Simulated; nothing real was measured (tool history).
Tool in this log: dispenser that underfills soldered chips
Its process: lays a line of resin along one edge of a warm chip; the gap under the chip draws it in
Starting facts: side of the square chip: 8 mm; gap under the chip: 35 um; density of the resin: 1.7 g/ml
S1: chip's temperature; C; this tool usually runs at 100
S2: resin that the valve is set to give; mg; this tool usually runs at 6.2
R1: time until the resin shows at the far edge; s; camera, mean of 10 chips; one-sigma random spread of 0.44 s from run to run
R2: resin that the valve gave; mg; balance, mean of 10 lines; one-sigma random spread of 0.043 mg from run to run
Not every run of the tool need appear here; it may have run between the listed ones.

run 1 hour=0 | S1=100 S2=6.2 | R1=61.5 R2=6.03
-- hour=3.5 new syringe of resin
run 2 hour=4.9 | S1=113 S2=6.2 | R1=26 R2=5.96
run 3 hour=9.1 | S1=113 S2=6.2 | R1=32.5 R2=5.96
run 4 hour=13.7 | S1=113 S2=6.2 | R1=44.8 R2=5.89
-- hour=16.4 new syringe of resin
run 5 hour=19.3 | S1=104 S2=6.2 | R1=35.6 R2=5.88
run 6 hour=24.4 | S1=100 S2=6.89 | R1=55.9 R2=6.62
-- hour=25.8 dispensing valve cleaned and set on the balance
run 7 hour=28 | S1=100 S2=6.2 | R1=64.5 R2=6.23
-- hour=30.2 new syringe of resin
run 8 hour=33.9 | S1=100 S2=6.2 | R1=41.8 R2=6.21
run 9 hour=37.8 | S1=100 S2=6.2 | R1=54.3 R2=6.12
-- hour=43 new syringe of resin
run 10 hour=43 | S1=100 S2=6.08 | R1=31.8 R2=5.95
run 11 hour=48.8 | S1=100 S2=6.08 | R1=46.6 R2=5.96
run 12 hour=54.3 | S1=100 S2=6.08 | R1=67.8 R2=5.97
-- hour=55.7 new syringe of resin
run 13 hour=58.8 | S1=100 S2=6.2 | R1=40.1 R2=6.03
run 14 hour=64.1 | S1=100 S2=6.2 | R1=56 R2=6.05
-- hour=68.6 new syringe of resin
run 15 hour=69.1 | S1=100 S2=6.2 | R1=33.1 R2=6.04
run 16 hour=74.2 | S1=100 S2=6.2 | R1=45.7 R2=6.03
run 17 hour=78.7 | S1=100 S2=6.2 | R1=62.6 R2=6.04
-- hour=81.6 new syringe of resin
run 18 hour=82.2 | S1=100 S2=5.71 | R1=33.9 R2=5.51
run 19 hour=86.3 | S1=103 S2=5.32 | R1=42.4 R2=5.07
run 20 hour=89.2 | S1=105 S2=5.94 | R1=47.4 R2=5.7
-- hour=94.3 new syringe of resin
run 21 hour=94.5 | S1=88 S2=6.2 | R1=47.5 R2=5.91
-- hour=98.1 dispensing valve cleaned and set on the balance
run 22 hour=99.6 | S1=86 S2=6.2 | R1=64.4 R2=6.19
run 23 hour=104 | S1=100 S2=7.23 | R1=56.5 R2=7.22
-- hour=108.1 new syringe of resin
run 24 hour=108.6 | S1=96 S2=7.79 | R1=37 R2=7.74
run 25 hour=113.2 | S1=99 S2=6.56 | R1=46.2 R2=6.52
run 26 hour=117.9 | S1=87 S2=6.56 | R1=89.1 R2=6.44
-- hour=121.2 new syringe of resin
run 27 hour=121.4 | S1=99 S2=7.19 | R1=33.5 R2=7.14
run 28 hour=124.4 | S1=99 S2=7.97 | R1=39.7 R2=7.84
run 29 hour=128.6 | S1=99 S2=7.97 | R1=53.3 R2=7.8
run 30 hour=133.1 | S1=108 S2=5.44 | R1=57.7 R2=5.23
-- hour=134.3 new syringe of resin
run 31 hour=136.1 | S1=97 S2=5.43 | R1=39.8 R2=5.3
run 32 hour=140.5 | S1=87 S2=6.64 | R1=69.4 R2=6.46
run 33 hour=146.3 | S1=100 S2=6.44 | R1=69.4 R2=6.18
-- hour=146.9 new syringe of resin
run 34 hour=149.4 | S1=103 S2=7.99 | R1=34.8 R2=7.73
run 35 hour=153 | S1=109 S2=6.12 | R1=38.3 R2=5.85
run 36 hour=157 | S1=89 S2=6.08 | R1=87.8 R2=5.84

Results for each run, recomputed without the tool's hidden state and with each run's random variation untouched:
Unlogged tool condition in this case: resin's viscosity, % of fresh resin's; dose that the valve gives, % of what is set; true chip temperature over the reading, C; drift of the gauge itself on fill_s, %; drift of the gauge itself on given_mg, %.
run=1 R1=33.1 R2=6.25
run=2 R1=23.5 R2=6.2
run=3 R1=22.1 R2=6.22
run=4 R1=22.7 R2=6.17
run=5 R1=29.3 R2=6.18
run=6 R1=33.2 R2=6.99
run=7 R1=32.4 R2=6.22
run=8 R1=32.9 R2=6.23
run=9 R1=32.9 R2=6.16
run=10 R1=32.3 R2=6.02
run=11 R1=32.2 R2=6.04
run=12 R1=33.1 R2=6.09
run=13 R1=33 R2=6.17
run=14 R1=32.5 R2=6.2
run=15 R1=32.5 R2=6.21
run=16 R1=32.2 R2=6.23
run=17 R1=32.8 R2=6.26
run=18 R1=32.6 R2=5.73
run=19 R1=31.2 R2=5.3
run=20 R1=28.8 R2=5.96
run=21 R1=46.7 R2=6.2
run=22 R1=48.9 R2=6.18
run=23 R1=32.3 R2=7.23
run=24 R1=36.5 R2=7.78
run=25 R1=33.7 R2=6.58
run=26 R1=48.1 R2=6.53
run=27 R1=33.4 R2=7.25
run=28 R1=32.5 R2=7.98
run=29 R1=33.3 R2=7.97
run=30 R1=26.7 R2=5.36
run=31 R1=36 R2=5.44
run=32 R1=47.4 R2=6.66
run=33 R1=32.3 R2=6.39
run=34 R1=29.4 R2=8.02
run=35 R1=25.7 R2=6.09
run=36 R1=45.2 R2=6.09

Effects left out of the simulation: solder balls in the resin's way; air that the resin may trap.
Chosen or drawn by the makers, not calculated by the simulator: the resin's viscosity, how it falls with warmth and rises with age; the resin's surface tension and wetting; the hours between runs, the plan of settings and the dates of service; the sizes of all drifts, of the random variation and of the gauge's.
